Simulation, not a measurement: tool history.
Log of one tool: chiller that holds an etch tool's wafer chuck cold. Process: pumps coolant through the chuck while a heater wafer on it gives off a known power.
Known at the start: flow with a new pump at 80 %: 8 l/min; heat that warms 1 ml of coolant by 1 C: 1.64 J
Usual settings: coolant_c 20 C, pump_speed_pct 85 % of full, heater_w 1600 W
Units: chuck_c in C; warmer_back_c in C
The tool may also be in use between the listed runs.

Run 1, hour 0: usual settings. Result: chuck_c 33.6 C, warmer_back_c 6.84 C.
Run 2, hour 46.9: usual settings. Result: chuck_c 33.4 C, warmer_back_c 6.96 C.
Run 3, hour 130.5: usual settings but heater_w 1282 W. Result: chuck_c 30.8 C, warmer_back_c 5.55 C.
Run 4, hour 221.6: usual settings. Result: chuck_c 33.6 C, warmer_back_c 6.85 C.
Run 5, hour 277.8: usual settings. Result: chuck_c 33.6 C, warmer_back_c 6.89 C.
Run 6, hour 335.9: usual settings. Result: chuck_c 33.4 C, warmer_back_c 6.95 C.
Run 7, hour 447.4: usual settings but coolant_c 22 C. Result: chuck_c 35.5 C, warmer_back_c 6.94 C.
At hour 499.3: chiller's thermometer calibrated.
Run 8, hour 521.6: usual settings but coolant_c 22 C. Result: chuck_c 35.4 C, warmer_back_c 6.95 C.
Run 9, hour 606.6: usual settings but coolant_c 22 C. Result: chuck_c 35.5 C, warmer_back_c 7.02 C.
Run 10, hour 695.9: usual settings but coolant_c 22 C. Result: chuck_c 35.3 C, warmer_back_c 6.97 C.
Run 11, hour 791.7: usual settings but coolant_c 22 C. Result: chuck_c 35.6 C, warmer_back_c 7 C.
Run 12, hour 852.4: usual settings but coolant_c 22 C, pump_speed_pct 74 % of full. Result: chuck_c 37.3 C, warmer_back_c 8.06 C.
Run 13, hour 920: usual settings. Result: chuck_c 33.5 C, warmer_back_c 7.07 C.
Run 14, hour 1021.4: usual settings but coolant_c 12 C, pump_speed_pct 92 % of full. Result: chuck_c 24.6 C, warmer_back_c 6.5 C.
Run 15, hour 1108.8: usual settings but coolant_c 12 C, heater_w 1454 W. Result: chuck_c 24.2 C, warmer_back_c 6.45 C.
Run 16, hour 1190.2: usual settings but coolant_c 12 C, heater_w 1454 W. Result: chuck_c 24.2 C, warmer_back_c 6.47 C.
Run 17, hour 1271.6: usual settings but pump_speed_pct 74 % of full, heater_w 2165 W. Result: chuck_c 40.6 C, warmer_back_c 10.94 C.
Run 18, hour 1379.7: usual settings but coolant_c 17 C, pump_speed_pct 72 % of full. Result: chuck_c 32.5 C, warmer_back_c 8.38 C.
Run 19, hour 1476.7: usual settings but coolant_c 17 C, pump_speed_pct 72 % of full. Result: chuck_c 32.7 C, warmer_back_c 8.32 C.
Run 20, hour 1569.2: usual settings but coolant_c 17 C, pump_speed_pct 72 % of full. Result: chuck_c 32.8 C, warmer_back_c 8.39 C.
Run 21, hour 1673.2: usual settings but coolant_c 17 C, pump_speed_pct 72 % of full. Result: chuck_c 32.5 C, warmer_back_c 8.43 C.
Run 22, hour 1749.5: usual settings but coolant_c 23 C, pump_speed_pct 82 % of full. Result: chuck_c 37 C, warmer_back_c 7.42 C.
Run 23, hour 1804.8: usual settings but coolant_c 23 C, pump_speed_pct 82 % of full. Result: chuck_c 36.9 C, warmer_back_c 7.47 C.
Run 24, hour 1893.2: usual settings but coolant_c 23 C, pump_speed_pct 82 % of full. Result: chuck_c 37.1 C, warmer_back_c 7.47 C.
Run 25, hour 1940.2: usual settings but coolant_c 13 C, pump_speed_pct 81 % of full. Result: chuck_c 27.2 C, warmer_back_c 7.55 C.

3 ways to go on from here, each from the tool as it stands after run 25. What would each give?
Run A, hour 2011.2: usual settings but coolant_c 24 C. Result: chuck_c ?, warmer_back_c ?.
Run B, hour 2011.2: usual settings but coolant_c 27 C, pump_speed_pct 71 % of full, heater_w 1329 W. Result: chuck_c ?, warmer_back_c ?.
Run C, hour 2011.2: usual settings but coolant_c 13 C, pump_speed_pct 98 % of full. Result: chuck_c ?, warmer_back_c ?.

run  chuck_c  warmer_back_c
  A     37.5           7.18
  B       40            7.2
  C       25           6.33
Without the tool's hidden state the same runs would have given:
run  chuck_c  warmer_back_c
  A     37.4           6.87
  B     39.9           6.89
  C     24.9           6.01

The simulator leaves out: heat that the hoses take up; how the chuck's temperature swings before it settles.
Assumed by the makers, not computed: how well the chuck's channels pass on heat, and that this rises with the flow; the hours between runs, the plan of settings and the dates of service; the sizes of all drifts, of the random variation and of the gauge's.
